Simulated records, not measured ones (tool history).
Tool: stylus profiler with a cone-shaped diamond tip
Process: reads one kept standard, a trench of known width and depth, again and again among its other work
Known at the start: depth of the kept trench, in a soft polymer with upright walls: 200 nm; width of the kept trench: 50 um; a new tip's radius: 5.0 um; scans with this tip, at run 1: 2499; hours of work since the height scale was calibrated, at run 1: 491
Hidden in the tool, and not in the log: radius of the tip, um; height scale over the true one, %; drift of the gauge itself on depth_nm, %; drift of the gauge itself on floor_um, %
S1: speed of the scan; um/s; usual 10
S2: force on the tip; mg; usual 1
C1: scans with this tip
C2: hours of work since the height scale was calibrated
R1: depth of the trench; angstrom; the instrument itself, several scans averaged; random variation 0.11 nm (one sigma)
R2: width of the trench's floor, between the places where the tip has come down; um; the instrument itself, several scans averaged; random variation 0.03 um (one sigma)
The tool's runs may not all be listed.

run   hour  S1    S2    C1   C2      R1     R2
  1      0  10     1  2499  491  2020.4  46.91
  2   27.1  10     1  2608  512  2020.9  46.87
  3   44.1  10     1  2677  526    2020  46.89
  4   73.2  10     1  2794  549  2019.5  46.95
  5   87.5  10  0.75  2851  560  2017.3  46.89
  6  115.2  10  0.75  2963  582  2018.2  46.88
  7  143.9  10  0.75  3078  604  2017.7  46.89
  8  166.3  10  0.75  3168  622  2017.8  46.84
  9    179   2  0.75  3219  632  2018.2  46.92
 10  201.1   2  0.75  3308  650  2017.5   46.9
 11  224.6  17     1  3403  668  2021.6  46.78
 12  239.6  17     1  3463  680  2020.4   46.8
 13  267.1  17     1  3574  702  2019.8  46.78
 14  296.6  10  1.32  3693  725  2027.8  46.81
 15  317.1  10  1.32  3775  741  2024.7  46.78
 16    340  10  0.34  3867  759  2014.6  46.78
 17  357.5  10     1  3938  773    2021  46.76
 18  386.7   3  1.23  4055  796  2023.9  46.78
 19  415.1   3  2.47  4170  819  2037.8  46.82
 20  445.2   8  0.87  4291  843  2020.2  46.82
 21  470.3  12  2.05  4392  862  2031.8  46.77
 22  483.9   6  0.82  4446  873  2020.5  46.77
 23  514.6   4  2.63  4570  897    2037  46.78
 24    545   3  2.63  4693  922    2038  46.74

Forecast run 25:
 25  560.4   3  2.63  4754  934   ?   ?

Run 25 gave R1 2037 angstrom, R2 46.77 um.
Without the tool's hidden state the same run would have given R1 2032.3 angstrom, R2 47.21 um.
